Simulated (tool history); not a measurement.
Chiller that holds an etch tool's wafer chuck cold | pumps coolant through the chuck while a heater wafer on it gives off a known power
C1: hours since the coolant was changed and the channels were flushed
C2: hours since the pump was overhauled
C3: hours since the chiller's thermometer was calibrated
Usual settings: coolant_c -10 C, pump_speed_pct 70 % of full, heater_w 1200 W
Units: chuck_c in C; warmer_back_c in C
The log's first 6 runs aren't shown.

run 7 hour=433.5 | coolant_c=-18 pump_speed_pct=70 heater_w=1200 | C1=4616 C2=612 C3=1386 | chuck_c=-5.8 warmer_back_c=4.83
run 8 hour=479.2 | coolant_c=-10 pump_speed_pct=70 heater_w=1200 | C1=4662 C2=658 C3=1432 | chuck_c=2 warmer_back_c=4.89
run 9 hour=536.9 | coolant_c=-10 pump_speed_pct=70 heater_w=1200 | C1=4720 C2=716 C3=1489 | chuck_c=2.2 warmer_back_c=4.83
run 10 hour=622.3 | coolant_c=-3 pump_speed_pct=70 heater_w=1200 | C1=4805 C2=801 C3=1575 | chuck_c=9.4 warmer_back_c=4.86
run 11 hour=672.6 | coolant_c=-10 pump_speed_pct=70 heater_w=711 | C1=4855 C2=851 C3=1625 | chuck_c=-2.6 warmer_back_c=2.82
run 12 hour=718.2 | coolant_c=-10 pump_speed_pct=70 heater_w=711 | C1=4901 C2=897 C3=1671 | chuck_c=-2.7 warmer_back_c=2.93
run 13 hour=758.7 | coolant_c=-10 pump_speed_pct=70 heater_w=1200 | C1=4942 C2=938 C3=1711 | chuck_c=2.3 warmer_back_c=4.88
run 14 hour=844.4 | coolant_c=-10 pump_speed_pct=70 heater_w=1200 | C1=5027 C2=1023 C3=1797 | chuck_c=2.5 warmer_back_c=4.89
run 15 hour=904.7 | coolant_c=-10 pump_speed_pct=64 heater_w=1200 | C1=5088 C2=1084 C3=1857 | chuck_c=3.2 warmer_back_c=5.35
run 16 hour=996.2 | coolant_c=-10 pump_speed_pct=70 heater_w=1200 | C1=5179 C2=1175 C3=1949 | chuck_c=2.5 warmer_back_c=4.9
run 17 hour=1074.5 | coolant_c=-10 pump_speed_pct=90 heater_w=1740 | C1=5257 C2=1253 C3=2027 | chuck_c=5.2 warmer_back_c=5.39
run 18 hour=1154 | coolant_c=-10 pump_speed_pct=90 heater_w=1740 | C1=5337 C2=1333 C3=2106 | chuck_c=5.1 warmer_back_c=5.44
run 19 hour=1247.3 | coolant_c=-6 pump_speed_pct=66 heater_w=1159 | C1=5430 C2=1426 C3=2200 | chuck_c=6.8 warmer_back_c=5.03
run 20 hour=1324.7 | coolant_c=-11 pump_speed_pct=96 heater_w=846 | C1=5508 C2=1504 C3=2277 | chuck_c=-3.9 warmer_back_c=2.47
run 21 hour=1412 | coolant_c=-11 pump_speed_pct=96 heater_w=846 | C1=5595 C2=1591 C3=2364 | chuck_c=-3.9 warmer_back_c=2.48
run 22 hour=1501.6 | coolant_c=-13 pump_speed_pct=95 heater_w=704 | C1=5684 C2=1680 C3=2454 | chuck_c=-7.1 warmer_back_c=2.1
run 23 hour=1592.6 | coolant_c=-6 pump_speed_pct=94 heater_w=674 | C1=5775 C2=1771 C3=2545 | chuck_c=-0.2 warmer_back_c=2.02
run 24 hour=1666 | coolant_c=-2 pump_speed_pct=94 heater_w=674 | C1=5849 C2=1845 C3=2618 | chuck_c=3.6 warmer_back_c=2.04
-- hour=1748.7 coolant changed, channels flushed
run 25 hour=1767.3 | coolant_c=-2 pump_speed_pct=94 heater_w=674 | C1=19 C2=1940 C3=2714 | chuck_c=3.1 warmer_back_c=1.99
run 26 hour=1813.9 | coolant_c=-10 pump_speed_pct=64 heater_w=950 | C1=65 C2=1987 C3=2760 | chuck_c=-0.4 warmer_back_c=4.34
run 27 hour=1881.6 | coolant_c=-10 pump_speed_pct=64 heater_w=950 | C1=133 C2=2054 C3=2828 | chuck_c=-0.5 warmer_back_c=4.34
run 28 hour=1958.1 | coolant_c=-10 pump_speed_pct=70 heater_w=1309 | C1=209 C2=2131 C3=2904 | chuck_c=2.5 warmer_back_c=5.46
run 29 hour=2006.8 | coolant_c=-10 pump_speed_pct=70 heater_w=1309 | C1=258 C2=2180 C3=2953 | chuck_c=2.3 warmer_back_c=5.41
-- hour=2055.6 chiller's thermometer calibrated
run 30 hour=2055.6 | coolant_c=-17 pump_speed_pct=69 heater_w=1200 | C1=306 C2=2227 C3=0 | chuck_c=-5.6 warmer_back_c=5.08
run 31 hour=2132 | coolant_c=-4 pump_speed_pct=85 heater_w=696 | C1=382 C2=2304 C3=76 | chuck_c=1.7 warmer_back_c=2.36

Forecast each of these 3 alternatives for the next run:
run A hour=2171.5 | coolant_c=-4 pump_speed_pct=77 heater_w=696 | C1=422 C2=2343 C3=116 | chuck_c=? warmer_back_c=?
run B hour=2171.5 | coolant_c=-8 pump_speed_pct=85 heater_w=810 | C1=422 C2=2343 C3=116 | chuck_c=? warmer_back_c=?
run C hour=2171.5 | coolant_c=-14 pump_speed_pct=72 heater_w=1484 | C1=422 C2=2343 C3=116 | chuck_c=? warmer_back_c=?

run=A chuck_c=2 warmer_back_c=2.61
run=B chuck_c=-1.5 warmer_back_c=2.67
run=C chuck_c=-0.6 warmer_back_c=5.99
Without the tool's hidden state the same runs would have given:
run=A chuck_c=1.8 warmer_back_c=2.52
run=B chuck_c=-1.7 warmer_back_c=2.58
run=C chuck_c=-1.1 warmer_back_c=5.78
